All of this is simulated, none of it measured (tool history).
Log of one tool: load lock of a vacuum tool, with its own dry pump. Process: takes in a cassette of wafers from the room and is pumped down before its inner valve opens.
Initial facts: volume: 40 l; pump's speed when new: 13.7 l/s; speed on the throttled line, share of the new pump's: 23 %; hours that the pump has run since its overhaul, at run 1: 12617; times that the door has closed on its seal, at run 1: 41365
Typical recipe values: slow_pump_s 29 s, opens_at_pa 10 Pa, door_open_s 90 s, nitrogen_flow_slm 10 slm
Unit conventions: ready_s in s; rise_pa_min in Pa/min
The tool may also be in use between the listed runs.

| run | hour | slow_pump_s | opens_at_pa | door_open_s | nitrogen_flow_slm | hours that the pump has run since its overhaul | times that the door has closed on its seal | incoming humidity of the room's air, % | ready_s | rise_pa_min |
|---|---|---|---|---|---|---|---|---|---|---|
| 1 | 0.0 | 29 | 10 | 90 | 10 | 12617 | 41365 | 46.1 | 53.1 | 0.264 |
| 2 | 283.7 | 29 | 10 | 90 | 10 | 12901 | 42623 | 44.3 | 53.1 | 0.268 |
| 3 | 888.4 | 29 | 10 | 90 | 10 | 13505 | 45305 | 46.9 | 53.4 | 0.290 |
|  | 1095.6 | dry pump taken out, an overhauled one fitted |
| 4 | 1235.4 | 29 | 10 | 79 | 10 | 140 | 46817 | 41.3 | 50.1 | 0.291 |
| 5 | 1541.7 | 29 | 10 | 160 | 10 | 446 | 48175 | 44.7 | 49.4 | 0.321 |
| 6 | 2080.9 | 29 | 10 | 160 | 10 | 985 | 50567 | 45.5 | 49.9 | 0.339 |
| 7 | 2348.8 | 29 | 10 | 90 | 10 | 1253 | 51755 | 42.9 | 50.2 | 0.334 |
| 8 | 2729.0 | 29 | 10 | 90 | 10 | 1633 | 53441 | 43.6 | 50.0 | 0.343 |
| 9 | 3169.8 | 29 | 10 | 90 | 10 | 2074 | 55396 | 44.7 | 50.4 | 0.348 |
| 10 | 3429.9 | 30 | 8 | 43 | 20 | 2334 | 56549 | 43.1 | 51.0 | 0.345 |
| 11 | 3989.6 | 29 | 8 | 221 | 10 | 2894 | 59032 | 45.1 | 50.8 | 0.412 |
|  | 4369.6 | door's seal changed, seat wiped |
| 12 | 4394.6 | 48 | 12 | 90 | 6 | 3298 | 111 | 47.2 | 63.7 | 0.073 |
| 13 | 4714.6 | 55 | 13 | 175 | 6 | 3618 | 1530 | 45.2 | 70.0 | 0.097 |
| 14 | 5161.3 | 16 | 13 | 175 | 6 | 4064 | 3511 | 44.7 | 39.8 | 0.095 |
| 15 | 5430.4 | 16 | 13 | 175 | 6 | 4333 | 4705 | 45.0 | 39.3 | 0.093 |
| 16 | 5929.9 | 46 | 9 | 90 | 10 | 4833 | 6920 | 46.4 | 63.8 | 0.077 |
| 17 | 6487.9 | 36 | 19 | 90 | 5 | 5391 | 9395 | 44.3 | 53.7 | 0.096 |
| 18 | 6827.4 | 34 | 19 | 90 | 42 | 5730 | 10900 | 47.6 | 53.0 | 0.055 |

Consider 5 possible next runs. They are alternatives, not a sequence: every one starts from the tool as it was left by run 18. What does each give?
| A | 7118.2 | 26 | 17 | 44 | 42 | 6021 | 12190 | 46.9 | ? | ? |
| B | 7118.2 | 19 | 19 | 28 | 18 | 6021 | 12190 | 45.0 | ? | ? |
| C | 7118.2 | 42 | 19 | 207 | 42 | 6021 | 12190 | 42.5 | ? | ? |
| D | 7118.2 | 22 | 19 | 90 | 42 | 6021 | 12190 | 46.1 | ? | ? |
| E | 7118.2 | 55 | 19 | 80 | 42 | 6021 | 12190 | 41.7 | ? | ? |

| run | ready_s | rise_pa_min |
|---|---|---|
| A | 46.9 | 0.056 |
| B | 41.6 | 0.068 |
| C | 60.1 | 0.070 |
| D | 44.5 | 0.066 |
| E | 68.3 | 0.061 |
Stripped of hidden state, with their random variation kept, the same runs would have yielded:
| run | ready_s | rise_pa_min |
|---|---|---|
| A | 45.5 | 0.028 |
| B | 40.1 | 0.041 |
| C | 58.9 | 0.043 |
| D | 43.0 | 0.039 |
| E | 67.4 | 0.034 |
